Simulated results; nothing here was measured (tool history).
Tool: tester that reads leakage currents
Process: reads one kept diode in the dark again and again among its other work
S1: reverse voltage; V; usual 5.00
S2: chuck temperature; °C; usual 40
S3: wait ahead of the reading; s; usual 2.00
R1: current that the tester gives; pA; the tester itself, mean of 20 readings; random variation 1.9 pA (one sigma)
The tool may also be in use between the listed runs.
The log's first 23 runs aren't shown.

| run | hour | S1 | S2 | S3 | R1 |
|---|---|---|---|---|---|
| 24 | 1292.5 | 5.00 | 40 | 2.46 | 710.49 |
| 25 | 1330.8 | 3.61 | 40 | 0.40 | 613.75 |
| 26 | 1387.8 | 6.84 | 40 | 1.43 | 819.46 |
|  | 1431.5 | chuck's temperature calibrated |
| 27 | 1436.8 | 1.87 | 59 | 2.00 | 1829.24 |
| 28 | 1513.0 | 2.29 | 37 | 4.17 | 343.89 |
| 29 | 1581.4 | 3.94 | 37 | 4.17 | 444.61 |
| 30 | 1655.0 | 3.94 | 37 | 4.17 | 445.14 |
| 31 | 1701.5 | 2.40 | 40 | 2.00 | 458.24 |
| 32 | 1761.2 | 2.40 | 40 | 2.00 | 460.10 |
| 33 | 1817.5 | 2.40 | 40 | 2.00 | 458.27 |
| 34 | 1858.5 | 1.18 | 40 | 2.00 | 334.08 |
| 35 | 1918.6 | 3.12 | 40 | 2.00 | 525.14 |
| 36 | 1952.5 | 3.12 | 40 | 2.00 | 524.76 |
| 37 | 1986.6 | 3.12 | 40 | 2.00 | 525.46 |
| 38 | 2018.5 | 7.35 | 25 | 2.00 | 215.95 |

The next listed run, before its measurement:
| 39 | 2074.8 | 3.10 | 40 | 0.60 | ? |

R1: 526.94 pA
Without the tool's hidden state the same run would have given R1 505.92 pA.
